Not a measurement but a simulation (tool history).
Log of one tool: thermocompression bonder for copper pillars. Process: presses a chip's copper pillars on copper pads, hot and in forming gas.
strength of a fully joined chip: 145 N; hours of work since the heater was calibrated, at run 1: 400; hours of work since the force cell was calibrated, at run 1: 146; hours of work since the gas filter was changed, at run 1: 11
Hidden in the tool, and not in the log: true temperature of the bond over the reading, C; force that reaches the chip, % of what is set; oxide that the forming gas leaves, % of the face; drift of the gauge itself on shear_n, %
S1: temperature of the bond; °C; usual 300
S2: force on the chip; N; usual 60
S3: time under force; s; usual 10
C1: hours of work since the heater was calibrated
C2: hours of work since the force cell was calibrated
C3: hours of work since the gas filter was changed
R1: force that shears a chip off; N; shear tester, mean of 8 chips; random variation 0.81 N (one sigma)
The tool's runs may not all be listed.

run,hour,S1,S2,S3,C1,C2,C3,R1
1,0,300,60,10,400,146,11,67.6
2,23.9,300,60,7,411,157,21,60
3,43.3,300,60,10,420,165,30,70.1
4,60.3,300,60,10,427,173,38,68.5
5,82.1,300,60,10,437,183,47,68.8
6,102.5,300,60,10,446,192,56,68.1
7,118.1,300,60,7,453,199,63,59
8,132.9,300,60,7,460,205,70,58.9
9,144.5,300,60,7,465,210,75,61.5
10,172,300,60,10,477,223,87,67.4
11,191.4,300,60,10,486,231,96,68.6
12,210.6,300,60,10,494,240,105,68
13,238.8,300,60,10,507,253,117,68
14,258.3,302,60,10,516,261,126,69.5
15,280.3,302,60,10,525,271,136,69.6
# hour 293.4: heater calibrated with a thermocouple chip
16,296.8,300,60,10,2,278,142,62.6
17,322.1,300,60,10,13,289,153,62.6
18,339.4,280,60,10,21,297,161,49.5
19,362,280,54,10,31,307,171,42.4
20,389.4,300,60,10,43,319,184,62.5
21,414.1,302,45,14,54,330,195,52.8
22,428.9,302,45,14,60,337,201,52.5
23,456.5,300,52,21,73,349,213,68.6
24,474.2,296,52,21,81,357,221,68.4
25,487.2,305,72,10,86,363,227,78.6
26,501.4,314,55,10,93,369,233,66.1
27,514.4,318,74,27,99,375,239,114
28,536,302,80,10,108,384,249,81.9
29,560.7,302,80,10,119,395,260,84.1
30,581.2,316,74,19,128,404,269,105.5
31,601.7,316,38,19,138,414,278,57.3
32,630.1,311,60,10,150,426,291,71.7
33,656.1,311,60,10,162,438,303,69.8
34,680.2,311,60,10,173,449,313,68
35,694.6,311,60,10,179,455,320,68.6
36,714.4,292,40,11,188,464,329,35.6
37,731.5,300,77,10,195,471,336,81.2
38,755.2,300,77,10,206,482,347,80.9
39,779.1,291,77,13,217,493,357,80.2
40,791.3,324,74,26,222,498,363,114.3

The same runs without the tool's hidden state, with the same run-to-run variation:
run,R1
1,63.3
2,56
3,65.6
4,64.1
5,64.4
6,63.8
7,55.1
8,54.9
9,57.4
10,63.2
11,64.4
12,63.9
13,63.9
14,65.4
15,65.6
16,63.6
17,63.6
18,50.2
19,42.9
20,63.6
21,53.6
22,53.3
23,69.9
24,69.7
25,80.4
26,67.5
27,118.5
28,84
29,86.4
30,109.5
31,58.4
32,73.4
33,71.6
34,69.8
35,70.4
36,36
37,83.7
38,83.5
39,82.8
40,121.3

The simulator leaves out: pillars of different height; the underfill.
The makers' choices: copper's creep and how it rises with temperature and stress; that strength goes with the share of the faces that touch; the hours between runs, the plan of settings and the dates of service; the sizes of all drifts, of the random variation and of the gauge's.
